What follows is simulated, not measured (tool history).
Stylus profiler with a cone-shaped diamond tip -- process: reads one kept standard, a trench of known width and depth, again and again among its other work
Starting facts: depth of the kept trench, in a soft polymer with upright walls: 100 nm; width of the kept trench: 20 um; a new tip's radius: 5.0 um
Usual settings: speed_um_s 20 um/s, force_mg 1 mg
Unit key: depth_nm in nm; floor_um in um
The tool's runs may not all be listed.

{"run": 1, "hour": 0.0, "speed_um_s": 20, "force_mg": 1, "depth_nm": 100.44, "floor_um": 17.17}
{"run": 2, "hour": 116.4, "speed_um_s": 20, "force_mg": 1, "depth_nm": 100.45, "floor_um": 17.11}
{"run": 3, "hour": 222.6, "speed_um_s": 6, "force_mg": 1, "depth_nm": 100.44, "floor_um": 17.05}
{"run": 4, "hour": 288.7, "speed_um_s": 6, "force_mg": 1, "depth_nm": 100.49, "floor_um": 17.07}
{"run": 5, "hour": 351.2, "speed_um_s": 6, "force_mg": 1, "depth_nm": 100.5, "floor_um": 16.92}
{"run": 6, "hour": 440.2, "speed_um_s": 16, "force_mg": 1, "depth_nm": 100.51, "floor_um": 16.82}
{"run": 7, "hour": 543.3, "speed_um_s": 16, "force_mg": 1, "depth_nm": 100.51, "floor_um": 16.72}
{"run": 8, "hour": 612.9, "speed_um_s": 16, "force_mg": 1, "depth_nm": 100.5, "floor_um": 16.68}
{"run": 9, "hour": 723.1, "speed_um_s": 16, "force_mg": 1, "depth_nm": 100.51, "floor_um": 16.6}
{"run": 10, "hour": 857.0, "speed_um_s": 16, "force_mg": 1, "depth_nm": 100.54, "floor_um": 16.55}
{"run": 11, "hour": 990.6, "speed_um_s": 20, "force_mg": 1, "depth_nm": 100.52, "floor_um": 16.43}
{"run": 12, "hour": 1049.7, "speed_um_s": 20, "force_mg": 1, "depth_nm": 100.51, "floor_um": 16.38}
{"hour": 1084.4, "done": "new tip fitted, height scale calibrated"}
{"run": 13, "hour": 1142.9, "speed_um_s": 7, "force_mg": 0.49, "depth_nm": 100.2, "floor_um": 17.94}
{"run": 14, "hour": 1214.8, "speed_um_s": 61, "force_mg": 2.74, "depth_nm": 100.68, "floor_um": 17.68}
{"run": 15, "hour": 1288.8, "speed_um_s": 65, "force_mg": 2.74, "depth_nm": 100.69, "floor_um": 17.66}
{"run": 16, "hour": 1398.8, "speed_um_s": 15, "force_mg": 1.62, "depth_nm": 100.51, "floor_um": 17.7}
{"run": 17, "hour": 1523.1, "speed_um_s": 46, "force_mg": 1.62, "depth_nm": 100.51, "floor_um": 17.42}
{"run": 18, "hour": 1644.2, "speed_um_s": 39, "force_mg": 0.53, "depth_nm": 100.26, "floor_um": 17.26}
{"run": 19, "hour": 1748.5, "speed_um_s": 55, "force_mg": 0.8, "depth_nm": 100.32, "floor_um": 17.11}
{"run": 20, "hour": 1807.0, "speed_um_s": 55, "force_mg": 0.8, "depth_nm": 100.33, "floor_um": 17.04}
{"run": 21, "hour": 1932.3, "speed_um_s": 17, "force_mg": 1.17, "depth_nm": 100.43, "floor_um": 17.11}
{"run": 22, "hour": 2038.9, "speed_um_s": 9, "force_mg": 0.96, "depth_nm": 100.39, "floor_um": 17.06}

Alternative continuations, all from the tool just after run 22; predict every row:
{"run": "A", "hour": 2151.1, "speed_um_s": 6, "force_mg": 1.49, "depth_nm": "?", "floor_um": "?"}
{"run": "B", "hour": 2151.1, "speed_um_s": 44, "force_mg": 0.55, "depth_nm": "?", "floor_um": "?"}
{"run": "C", "hour": 2151.1, "speed_um_s": 28, "force_mg": 1.68, "depth_nm": "?", "floor_um": "?"}
{"run": "D", "hour": 2151.1, "speed_um_s": 48, "force_mg": 0.96, "depth_nm": "?", "floor_um": "?"}

run=A depth_nm=100.52 floor_um=16.99
run=B depth_nm=100.31 floor_um=16.78
run=C depth_nm=100.56 floor_um=16.93
run=D depth_nm=100.43 floor_um=16.81
With no hidden state in the tool, these same runs would have given:
run=A depth_nm=100.45 floor_um=17.96
run=B depth_nm=100.24 floor_um=17.75
run=C depth_nm=100.5 floor_um=17.91
run=D depth_nm=100.36 floor_um=17.78
